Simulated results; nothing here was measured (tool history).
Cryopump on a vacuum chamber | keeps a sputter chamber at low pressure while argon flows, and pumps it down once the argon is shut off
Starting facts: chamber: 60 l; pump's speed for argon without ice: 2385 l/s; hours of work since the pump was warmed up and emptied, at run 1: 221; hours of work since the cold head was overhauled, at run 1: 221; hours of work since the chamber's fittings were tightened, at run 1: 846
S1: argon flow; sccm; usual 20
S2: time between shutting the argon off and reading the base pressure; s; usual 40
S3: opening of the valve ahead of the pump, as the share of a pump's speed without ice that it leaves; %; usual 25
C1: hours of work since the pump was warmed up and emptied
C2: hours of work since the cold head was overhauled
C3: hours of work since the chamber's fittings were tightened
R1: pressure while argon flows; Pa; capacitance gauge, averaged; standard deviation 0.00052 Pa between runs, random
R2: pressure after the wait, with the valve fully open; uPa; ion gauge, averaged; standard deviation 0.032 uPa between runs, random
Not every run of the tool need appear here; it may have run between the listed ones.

run   hour  S1   S2  S3   C1   C2    C3      R1    R2
  1    0.0  20   40  25  221  221   846  0.0590  2.88
  2   24.0  20   40  25  238  238   863  0.0579  2.79
  3   68.5  20   40  22  269  269   895  0.0670  2.85
  4  115.4  20   40  22  302  302   928  0.0672  2.94
  5  139.3  20   40  25  320  320   945  0.0582  2.94
  6  161.4  20   40  25  335  335   961  0.0590  2.99
  7  193.3  20   40  25  358  358   984  0.0594  3.08
  8  230.3  20   40  25  384  384  1010  0.0591  3.05
  9  271.9  20   40  25  414  414  1039  0.0598  3.13
 10  315.9  20   40  25  445  445  1071  0.0593  3.20
 11  343.7  20   40  25  465  465  1090  0.0603  3.17
 12  387.8  20   40  25  496  496  1122  0.0603  3.37
 13  417.7  13   40  25  517  517  1143  0.0392  3.33
     447.3  -- leaking fittings of the chamber tightened, without venting
 14  453.1  13   40  25  541  541     4  0.0395  1.74
 15  491.2  13   40  25  568  568    31  0.0394  1.74
 16  538.4  14   40  25  601  601    65  0.0426  1.85
 17  584.8  14   40  25  634  634    98  0.0426  1.92
 18  631.3  14   40  25  667  667   131  0.0425  1.89
 19  666.1  14   40  25  692  692   155  0.0429  1.95
 20  698.9  14   56  25  715  715   179  0.0438  1.59
 21  742.0  14   56  25  746  746   209  0.0432  1.61
     783.9  -- pump warmed up, emptied and cooled again
 22  789.5  39   56  23    4  776   239  0.1199  1.50
 23  811.5   9  250  23   20  792   255  0.0284  0.71
 24  851.9  12   63  52   48  820   284  0.0167  1.45
 25  872.9  12   63  52   63  835   298  0.0173  1.50

Forecast run 26:
 26  913.5  12  63  52  92  864  327   ?   ?

{"run 26": {"R1": 0.0177, "R2": 1.54}}
The same run, on a tool lacking any hidden state, would have yielded R1 0.0172 Pa, R2 1.13 uPa.
